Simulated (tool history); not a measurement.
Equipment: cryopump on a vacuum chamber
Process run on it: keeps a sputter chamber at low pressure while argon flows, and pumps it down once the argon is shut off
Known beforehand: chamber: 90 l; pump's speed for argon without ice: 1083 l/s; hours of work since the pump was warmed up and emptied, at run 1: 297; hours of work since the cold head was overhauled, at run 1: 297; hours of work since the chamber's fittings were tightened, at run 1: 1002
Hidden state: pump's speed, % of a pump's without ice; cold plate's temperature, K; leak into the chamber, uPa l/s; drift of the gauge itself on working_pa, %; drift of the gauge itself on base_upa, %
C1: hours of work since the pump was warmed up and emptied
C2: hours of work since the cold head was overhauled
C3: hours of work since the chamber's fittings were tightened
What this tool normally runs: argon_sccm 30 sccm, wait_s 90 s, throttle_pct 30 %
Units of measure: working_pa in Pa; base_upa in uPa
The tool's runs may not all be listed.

{"run": 1, "hour": 0.0, "argon_sccm": 30, "wait_s": 90, "throttle_pct": 30, "C1": 297, "C2": 297, "C3": 1002, "working_pa": 0.1608, "base_upa": 2.35}
{"run": 2, "hour": 66.0, "argon_sccm": 30, "wait_s": 90, "throttle_pct": 30, "C1": 324, "C2": 324, "C3": 1030, "working_pa": 0.162, "base_upa": 2.41}
{"run": 3, "hour": 140.7, "argon_sccm": 30, "wait_s": 90, "throttle_pct": 30, "C1": 354, "C2": 354, "C3": 1060, "working_pa": 0.1618, "base_upa": 2.48}
{"run": 4, "hour": 207.1, "argon_sccm": 30, "wait_s": 90, "throttle_pct": 30, "C1": 381, "C2": 381, "C3": 1087, "working_pa": 0.1629, "base_upa": 2.56}
{"run": 5, "hour": 285.9, "argon_sccm": 30, "wait_s": 90, "throttle_pct": 30, "C1": 414, "C2": 414, "C3": 1120, "working_pa": 0.1628, "base_upa": 2.55}
{"run": 6, "hour": 340.2, "argon_sccm": 51, "wait_s": 90, "throttle_pct": 30, "C1": 436, "C2": 436, "C3": 1142, "working_pa": 0.2803, "base_upa": 2.52}
{"run": 7, "hour": 418.4, "argon_sccm": 51, "wait_s": 90, "throttle_pct": 30, "C1": 468, "C2": 468, "C3": 1174, "working_pa": 0.2791, "base_upa": 2.61}
{"run": 8, "hour": 462.4, "argon_sccm": 51, "wait_s": 90, "throttle_pct": 30, "C1": 486, "C2": 486, "C3": 1192, "working_pa": 0.2792, "base_upa": 2.65}
{"run": 9, "hour": 502.6, "argon_sccm": 30, "wait_s": 90, "throttle_pct": 30, "C1": 503, "C2": 503, "C3": 1208, "working_pa": 0.1645, "base_upa": 2.68}
{"run": 10, "hour": 549.5, "argon_sccm": 30, "wait_s": 90, "throttle_pct": 30, "C1": 522, "C2": 522, "C3": 1228, "working_pa": 0.1666, "base_upa": 2.7}
{"run": 11, "hour": 621.2, "argon_sccm": 22, "wait_s": 90, "throttle_pct": 30, "C1": 551, "C2": 551, "C3": 1257, "working_pa": 0.1237, "base_upa": 2.77}
{"run": 12, "hour": 686.8, "argon_sccm": 22, "wait_s": 90, "throttle_pct": 30, "C1": 578, "C2": 578, "C3": 1284, "working_pa": 0.1237, "base_upa": 2.75}
{"run": 13, "hour": 744.1, "argon_sccm": 30, "wait_s": 90, "throttle_pct": 30, "C1": 602, "C2": 602, "C3": 1307, "working_pa": 0.1673, "base_upa": 2.84}
{"run": 14, "hour": 813.2, "argon_sccm": 17, "wait_s": 137, "throttle_pct": 22, "C1": 630, "C2": 630, "C3": 1336, "working_pa": 0.1281, "base_upa": 2.56}
{"run": 15, "hour": 893.7, "argon_sccm": 16, "wait_s": 68, "throttle_pct": 22, "C1": 663, "C2": 663, "C3": 1369, "working_pa": 0.1203, "base_upa": 3.27}
{"run": 16, "hour": 973.7, "argon_sccm": 16, "wait_s": 68, "throttle_pct": 22, "C1": 696, "C2": 696, "C3": 1402, "working_pa": 0.1223, "base_upa": 3.32}
{"hour": 999.8, "done": "pump warmed up, emptied and cooled again"}
{"run": 17, "hour": 1052.8, "argon_sccm": 19, "wait_s": 49, "throttle_pct": 38, "C1": 22, "C2": 726, "C3": 1432, "working_pa": 0.079, "base_upa": 3.54}
{"run": 18, "hour": 1113.4, "argon_sccm": 19, "wait_s": 49, "throttle_pct": 30, "C1": 47, "C2": 751, "C3": 1457, "working_pa": 0.1001, "base_upa": 3.67}
{"run": 19, "hour": 1176.4, "argon_sccm": 30, "wait_s": 90, "throttle_pct": 17, "C1": 72, "C2": 777, "C3": 1483, "working_pa": 0.2769, "base_upa": 2.76}
{"run": 20, "hour": 1236.2, "argon_sccm": 30, "wait_s": 23, "throttle_pct": 30, "C1": 97, "C2": 801, "C3": 1507, "working_pa": 0.1563, "base_upa": 6.29}
{"run": 21, "hour": 1275.9, "argon_sccm": 30, "wait_s": 23, "throttle_pct": 30, "C1": 113, "C2": 818, "C3": 1523, "working_pa": 0.1572, "base_upa": 6.32}
{"run": 22, "hour": 1346.1, "argon_sccm": 30, "wait_s": 90, "throttle_pct": 15, "C1": 142, "C2": 846, "C3": 1552, "working_pa": 0.3154, "base_upa": 2.85}
{"run": 23, "hour": 1386.2, "argon_sccm": 49, "wait_s": 48, "throttle_pct": 18, "C1": 158, "C2": 863, "C3": 1569, "working_pa": 0.431, "base_upa": 4.01}
{"run": 24, "hour": 1434.5, "argon_sccm": 24, "wait_s": 71, "throttle_pct": 44, "C1": 178, "C2": 883, "C3": 1588, "working_pa": 0.0876, "base_upa": 3.17}
{"run": 25, "hour": 1509.5, "argon_sccm": 17, "wait_s": 90, "throttle_pct": 28, "C1": 209, "C2": 913, "C3": 1619, "working_pa": 0.0972, "base_upa": 2.86}

Consider 4 possible next runs. They are alternatives, not a sequence: every one starts from the tool as it was left by run 25. What does each give?
{"run": "A", "hour": 1586.8, "argon_sccm": 21, "wait_s": 151, "throttle_pct": 28, "C1": 241, "C2": 945, "C3": 1651, "working_pa": "?", "base_upa": "?"}
{"run": "B", "hour": 1586.8, "argon_sccm": 30, "wait_s": 90, "throttle_pct": 28, "C1": 241, "C2": 945, "C3": 1651, "working_pa": "?", "base_upa": "?"}
{"run": "C", "hour": 1586.8, "argon_sccm": 17, "wait_s": 23, "throttle_pct": 28, "C1": 241, "C2": 945, "C3": 1651, "working_pa": "?", "base_upa": "?"}
{"run": "D", "hour": 1586.8, "argon_sccm": 13, "wait_s": 86, "throttle_pct": 51, "C1": 241, "C2": 945, "C3": 1651, "working_pa": "?", "base_upa": "?"}

run=A working_pa=0.1206 base_upa=2.50
run=B working_pa=0.1720 base_upa=2.95
run=C working_pa=0.0976 base_upa=6.19
run=D working_pa=0.0410 base_upa=2.99
With the hidden condition removed and each run's random variation left untouched, the same runs would have given:
run=A working_pa=0.1174 base_upa=0.96
run=B working_pa=0.1675 base_upa=1.45
run=C working_pa=0.0950 base_upa=4.72
run=D working_pa=0.0391 base_upa=1.49

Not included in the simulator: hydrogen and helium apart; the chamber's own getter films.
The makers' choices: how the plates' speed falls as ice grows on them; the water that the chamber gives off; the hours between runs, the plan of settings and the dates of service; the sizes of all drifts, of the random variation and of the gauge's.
